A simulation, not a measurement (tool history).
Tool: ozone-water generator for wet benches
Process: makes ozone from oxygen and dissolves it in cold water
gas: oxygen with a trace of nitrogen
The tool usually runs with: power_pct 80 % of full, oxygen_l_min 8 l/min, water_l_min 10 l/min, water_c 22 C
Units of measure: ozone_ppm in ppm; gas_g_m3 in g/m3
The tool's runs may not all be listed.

run 1 day=0 | power_pct=80 oxygen_l_min=8 water_l_min=10 water_c=22 | ozone_ppm=42.2 gas_g_m3=258.2
run 2 day=3.254 | power_pct=80 oxygen_l_min=8 water_l_min=10 water_c=22 | ozone_ppm=42 gas_g_m3=258.3
run 3 day=7.688 | power_pct=80 oxygen_l_min=8 water_l_min=10 water_c=27 | ozone_ppm=37.6 gas_g_m3=256.4
run 4 day=10.592 | power_pct=80 oxygen_l_min=8 water_l_min=10 water_c=27 | ozone_ppm=36.9 gas_g_m3=258
run 5 day=15.308 | power_pct=80 oxygen_l_min=8 water_l_min=10 water_c=27 | ozone_ppm=37.3 gas_g_m3=259.2
-- day=18.017 contactor cleaned
run 6 day=19.558 | power_pct=80 oxygen_l_min=8 water_l_min=10 water_c=27 | ozone_ppm=37.2 gas_g_m3=255.8
run 7 day=23.892 | power_pct=80 oxygen_l_min=8 water_l_min=10 water_c=27 | ozone_ppm=37.1 gas_g_m3=257.3
run 8 day=26.933 | power_pct=80 oxygen_l_min=8 water_l_min=10 water_c=22 | ozone_ppm=42.5 gas_g_m3=258.7
run 9 day=30.067 | power_pct=80 oxygen_l_min=8 water_l_min=10 water_c=22 | ozone_ppm=42.1 gas_g_m3=254.2
run 10 day=33.054 | power_pct=80 oxygen_l_min=8 water_l_min=10 water_c=22 | ozone_ppm=42.1 gas_g_m3=258.2
run 11 day=35.346 | power_pct=55 oxygen_l_min=5.67 water_l_min=6 water_c=22 | ozone_ppm=49.6 gas_g_m3=259.7
run 12 day=38.025 | power_pct=55 oxygen_l_min=5.67 water_l_min=6 water_c=22 | ozone_ppm=50 gas_g_m3=260.2
run 13 day=41.396 | power_pct=77 oxygen_l_min=5.67 water_l_min=6 water_c=18 | ozone_ppm=66 gas_g_m3=314.2
run 14 day=44.946 | power_pct=77 oxygen_l_min=5.67 water_l_min=6 water_c=18 | ozone_ppm=66.6 gas_g_m3=318.8
run 15 day=47.121 | power_pct=77 oxygen_l_min=9.02 water_l_min=8 water_c=18 | ozone_ppm=47.1 gas_g_m3=232.1
run 16 day=50.65 | power_pct=61 oxygen_l_min=8 water_l_min=10 water_c=16 | ozone_ppm=41.1 gas_g_m3=220.3
run 17 day=53.383 | power_pct=98 oxygen_l_min=4.81 water_l_min=10 water_c=22 | ozone_ppm=57.9 gas_g_m3=410.2
run 18 day=58.279 | power_pct=80 oxygen_l_min=8 water_l_min=9 water_c=22 | ozone_ppm=44 gas_g_m3=254.6

What if the next run were any one of these 4? Each begins from the tool's condition after run 18:
run A day=61.271 | power_pct=89 oxygen_l_min=8 water_l_min=10 water_c=19 | ozone_ppm=? gas_g_m3=?
run B day=61.271 | power_pct=66 oxygen_l_min=8 water_l_min=10 water_c=22 | ozone_ppm=? gas_g_m3=?
run C day=61.271 | power_pct=64 oxygen_l_min=8 water_l_min=10 water_c=22 | ozone_ppm=? gas_g_m3=?
run D day=61.271 | power_pct=80 oxygen_l_min=8 water_l_min=9 water_c=16 | ozone_ppm=? gas_g_m3=?

run=A ozone_ppm=48 gas_g_m3=273.8
run=B ozone_ppm=37.5 gas_g_m3=226
run=C ozone_ppm=36.9 gas_g_m3=225.1
run=D ozone_ppm=50.9 gas_g_m3=258
With no hidden state in the tool, these same runs would have given:
run=A ozone_ppm=48 gas_g_m3=277.3
run=B ozone_ppm=37.5 gas_g_m3=229
run=C ozone_ppm=37 gas_g_m3=228
run=D ozone_ppm=51 gas_g_m3=261.4

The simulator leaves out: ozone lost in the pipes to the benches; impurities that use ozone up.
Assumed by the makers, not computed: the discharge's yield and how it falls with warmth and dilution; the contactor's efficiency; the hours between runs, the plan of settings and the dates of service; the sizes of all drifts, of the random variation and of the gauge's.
